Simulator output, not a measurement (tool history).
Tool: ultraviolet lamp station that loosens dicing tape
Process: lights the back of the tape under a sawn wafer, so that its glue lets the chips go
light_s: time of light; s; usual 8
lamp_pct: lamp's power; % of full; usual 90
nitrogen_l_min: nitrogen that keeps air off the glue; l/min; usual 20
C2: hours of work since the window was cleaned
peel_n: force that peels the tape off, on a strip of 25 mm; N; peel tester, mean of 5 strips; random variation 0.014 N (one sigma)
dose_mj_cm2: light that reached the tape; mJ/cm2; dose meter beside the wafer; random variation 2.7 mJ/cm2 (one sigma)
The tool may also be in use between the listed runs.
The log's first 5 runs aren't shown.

Run 6, hour 143.2: usual settings but lamp_pct 64 % of full; hours of work of the lamp 634; C2 544. Result: peel_n 1.908 N, dose_mj_cm2 204 mJ/cm2.
Run 7, hour 159.4: usual settings but lamp_pct 64 % of full; hours of work of the lamp 642; C2 552. Result: peel_n 1.828 N, dose_mj_cm2 201 mJ/cm2.
Run 8, hour 185.0: usual settings; hours of work of the lamp 654; C2 564. Result: peel_n 1.146 N, dose_mj_cm2 285 mJ/cm2.
Run 9, hour 217.9: usual settings; hours of work of the lamp 670; C2 580. Result: peel_n 1.108 N, dose_mj_cm2 283 mJ/cm2.
Run 10, hour 253.9: usual settings but lamp_pct 81 % of full; hours of work of the lamp 687; C2 597. Result: peel_n 1.351 N, dose_mj_cm2 255 mJ/cm2.
Run 11, hour 273.3: usual settings but lamp_pct 81 % of full; hours of work of the lamp 696; C2 607. Result: peel_n 1.421 N, dose_mj_cm2 251 mJ/cm2.
Run 12, hour 288.4: usual settings but light_s 14 s, lamp_pct 81 % of full; hours of work of the lamp 704; C2 614. Result: peel_n 0.434 N, dose_mj_cm2 440 mJ/cm2.
Run 13, hour 304.9: usual settings but nitrogen_l_min 6 l/min; hours of work of the lamp 712; C2 622. Result: peel_n 2.234 N, dose_mj_cm2 279 mJ/cm2.
Run 14, hour 329.1: usual settings; hours of work of the lamp 723; C2 634. Result: peel_n 1.177 N, dose_mj_cm2 277 mJ/cm2.
Run 15, hour 364.0: usual settings; hours of work of the lamp 740; C2 650. Result: peel_n 1.168 N, dose_mj_cm2 275 mJ/cm2.
At hour 386.0: window cleaned of glue's vapour.
Run 16, hour 394.0: usual settings; hours of work of the lamp 754; C2 4. Result: peel_n 1.328 N, dose_mj_cm2 260 mJ/cm2.
Run 17, hour 422.4: usual settings; hours of work of the lamp 768; C2 17. Result: peel_n 1.328 N, dose_mj_cm2 258 mJ/cm2.
Run 18, hour 442.4: usual settings; hours of work of the lamp 777; C2 27. Result: peel_n 1.288 N, dose_mj_cm2 260 mJ/cm2.
Run 19, hour 466.6: usual settings but lamp_pct 87 % of full; hours of work of the lamp 789; C2 39. Result: peel_n 1.384 N, dose_mj_cm2 247 mJ/cm2.
Run 20, hour 483.5: usual settings but light_s 9 s, lamp_pct 73 % of full, nitrogen_l_min 10 l/min; hours of work of the lamp 797; C2 47. Result: peel_n 2.144 N, dose_mj_cm2 233 mJ/cm2.
Run 21, hour 517.5: usual settings; hours of work of the lamp 813; C2 63. Result: peel_n 1.394 N, dose_mj_cm2 252 mJ/cm2.
Run 22, hour 538.1: usual settings; hours of work of the lamp 823; C2 73. Result: peel_n 1.387 N, dose_mj_cm2 252 mJ/cm2.
Run 23, hour 560.9: usual settings but lamp_pct 68 % of full; hours of work of the lamp 834; C2 84. Result: peel_n 2.089 N, dose_mj_cm2 192 mJ/cm2.
At hour 564.1: window cleaned of glue's vapour, once more.
Run 24, hour 576.1: usual settings but light_s 5 s, nitrogen_l_min 8 l/min; hours of work of the lamp 841; C2 6. Result: peel_n 3.101 N, dose_mj_cm2 186 mJ/cm2.
Run 25, hour 611.1: usual settings but light_s 6 s, nitrogen_l_min 24 l/min; hours of work of the lamp 858; C2 23. Result: peel_n 1.593 N, dose_mj_cm2 220 mJ/cm2.

The next listed run, before its measurement:
Run 26, hour 637.9: usual settings but light_s 6 s, nitrogen_l_min 24 l/min; hours of work of the lamp 871; C2 35. Result: peel_n ?, dose_mj_cm2 ?.

{"run 26": {"peel_n": 1.587, "dose_mj_cm2": 221}}
Without the tool's hidden state the same run would have given peel_n 1.027 N, dose_mj_cm2 284 mJ/cm2.
